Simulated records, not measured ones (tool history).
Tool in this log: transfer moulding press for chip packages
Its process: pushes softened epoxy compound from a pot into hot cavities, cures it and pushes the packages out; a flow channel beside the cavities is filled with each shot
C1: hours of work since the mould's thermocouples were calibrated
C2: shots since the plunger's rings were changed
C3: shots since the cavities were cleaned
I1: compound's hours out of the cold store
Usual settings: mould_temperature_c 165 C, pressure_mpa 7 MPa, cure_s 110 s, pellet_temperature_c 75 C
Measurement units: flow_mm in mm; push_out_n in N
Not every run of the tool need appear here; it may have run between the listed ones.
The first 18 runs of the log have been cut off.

run 19 hour=385.3 | mould_temperature_c=165 pressure_mpa=7 cure_s=116 pellet_temperature_c=76 | C1=380 C2=392 C3=123 | I1=28.3 | flow_mm=664 push_out_n=236
run 20 hour=407.4 | mould_temperature_c=165 pressure_mpa=7 cure_s=116 pellet_temperature_c=76 | C1=392 C2=589 C3=320 | I1=31.7 | flow_mm=647 push_out_n=274
run 21 hour=419.2 | mould_temperature_c=162 pressure_mpa=6.62 cure_s=110 pellet_temperature_c=68 | C1=399 C2=695 C3=426 | I1=45.3 | flow_mm=590 push_out_n=362
run 22 hour=445.4 | mould_temperature_c=162 pressure_mpa=6.62 cure_s=110 pellet_temperature_c=68 | C1=413 C2=929 C3=660 | I1=37.7 | flow_mm=612 push_out_n=383
run 23 hour=468.5 | mould_temperature_c=165 pressure_mpa=7.7 cure_s=144 pellet_temperature_c=75 | C1=426 C2=1136 C3=867 | I1=36 | flow_mm=653 push_out_n=293
run 24 hour=481.5 | mould_temperature_c=163 pressure_mpa=6.75 cure_s=145 pellet_temperature_c=82 | C1=433 C2=1251 C3=982 | I1=8.3 | flow_mm=728 push_out_n=322
-- hour=484.8 cavities cleaned with cleaning compound and waxed
run 25 hour=497.2 | mould_temperature_c=172 pressure_mpa=7.54 cure_s=108 pellet_temperature_c=81 | C1=440 C2=1379 C3=111 | I1=40.8 | flow_mm=607 push_out_n=193
run 26 hour=523.2 | mould_temperature_c=172 pressure_mpa=7.54 cure_s=108 pellet_temperature_c=81 | C1=455 C2=1611 C3=343 | I1=19.1 | flow_mm=684 push_out_n=236
run 27 hour=535.5 | mould_temperature_c=165 pressure_mpa=5.86 cure_s=94 pellet_temperature_c=74 | C1=461 C2=1721 C3=453 | I1=22.3 | flow_mm=607 push_out_n=423
run 28 hour=550.6 | mould_temperature_c=165 pressure_mpa=5.86 cure_s=94 pellet_temperature_c=70 | C1=470 C2=1856 C3=588 | I1=12.1 | flow_mm=647 push_out_n=464
run 29 hour=577.1 | mould_temperature_c=165 pressure_mpa=5.86 cure_s=94 pellet_temperature_c=70 | C1=484 C2=2093 C3=825 | I1=9.8 | flow_mm=650 push_out_n=497

Run 30 is up next; what results do you expect?
-- hour=598 cavities cleaned with cleaning compound and waxed
run 30 hour=601.4 | mould_temperature_c=165 pressure_mpa=5.86 cure_s=94 pellet_temperature_c=70 | C1=497 C2=2296 C3=30 | I1=33 | flow_mm=? push_out_n=?

{"run 30": {"flow_mm": 569, "push_out_n": 284}}
Had the tool carried no hidden state, the very same run would have given flow_mm 597 mm, push_out_n 289 N.
